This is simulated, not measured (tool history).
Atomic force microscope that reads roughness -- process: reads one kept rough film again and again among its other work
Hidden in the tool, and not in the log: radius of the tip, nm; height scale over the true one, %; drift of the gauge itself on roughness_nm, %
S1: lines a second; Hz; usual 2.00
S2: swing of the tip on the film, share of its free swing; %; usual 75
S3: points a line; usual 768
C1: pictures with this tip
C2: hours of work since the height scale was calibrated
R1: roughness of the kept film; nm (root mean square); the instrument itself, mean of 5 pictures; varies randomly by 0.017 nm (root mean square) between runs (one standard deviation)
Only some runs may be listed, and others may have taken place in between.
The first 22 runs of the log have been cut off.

| run | day | S1 | S2 | S3 | C1 | C2 | R1 |
|---|---|---|---|---|---|---|---|
| 23 | 10.971 | 1.09 | 75 | 768 | 66 | 293 | 4.298 |
| 24 | 11.579 | 1.78 | 75 | 768 | 86 | 299 | 4.127 |
| 25 | 12.167 | 3.22 | 75 | 270 | 105 | 305 | 3.753 |
| 26 | 12.675 | 2.00 | 75 | 449 | 121 | 310 | 4.028 |
| 27 | 13.012 | 1.56 | 68 | 256 | 132 | 313 | 4.238 |
| 28 | 13.446 | 2.77 | 68 | 436 | 146 | 318 | 4.013 |
|  | 13.792 | new tip fitted |
| 29 | 13.896 | 2.77 | 68 | 436 | 4 | 322 | 4.224 |
| 30 | 14.562 | 3.21 | 89 | 651 | 25 | 329 | 3.349 |
| 31 | 14.992 | 3.21 | 89 | 651 | 39 | 333 | 3.315 |
| 32 | 15.512 | 1.71 | 90 | 533 | 56 | 338 | 3.782 |
| 33 | 15.833 | 0.70 | 90 | 274 | 66 | 342 | 4.238 |
| 34 | 16.462 | 1.54 | 56 | 768 | 86 | 348 | 4.442 |
| 35 | 17.012 | 3.83 | 70 | 768 | 104 | 354 | 3.860 |
| 36 | 17.512 | 2.65 | 65 | 303 | 120 | 359 | 4.148 |
| 37 | 18.042 | 1.52 | 75 | 616 | 137 | 364 | 4.106 |
| 38 | 18.475 | 1.62 | 78 | 768 | 151 | 368 | 3.992 |
|  | 18.650 | new tip fitted |
| 39 | 19.054 | 1.80 | 86 | 420 | 13 | 374 | 3.935 |
| 40 | 19.667 | 1.80 | 86 | 420 | 33 | 380 | 3.875 |
| 41 | 19.988 | 0.67 | 67 | 420 | 43 | 383 | 4.495 |
| 42 | 20.625 | 0.57 | 80 | 544 | 64 | 390 | 4.421 |
| 43 | 20.904 | 0.57 | 81 | 654 | 73 | 393 | 4.386 |
| 44 | 21.529 | 0.57 | 58 | 353 | 93 | 399 | 4.508 |
| 45 | 21.892 | 0.57 | 58 | 353 | 105 | 403 | 4.486 |
| 46 | 22.375 | 0.77 | 75 | 601 | 120 | 408 | 4.331 |

Branching from run 46: 3 alternative next runs. What would each branch give?
| A | 22.896 | 0.77 | 69 | 601 | 137 | 413 | ? |
| B | 22.896 | 0.57 | 68 | 416 | 137 | 413 | ? |
| C | 22.896 | 1.15 | 75 | 303 | 137 | 413 | ? |

| run | R1 |
|---|---|
| A | 4.339 |
| B | 4.405 |
| C | 4.193 |
With the hidden condition removed and each run's random variation left untouched, the same runs would have given:
| run | R1 |
|---|---|
| A | 4.543 |
| B | 4.612 |
| C | 4.391 |

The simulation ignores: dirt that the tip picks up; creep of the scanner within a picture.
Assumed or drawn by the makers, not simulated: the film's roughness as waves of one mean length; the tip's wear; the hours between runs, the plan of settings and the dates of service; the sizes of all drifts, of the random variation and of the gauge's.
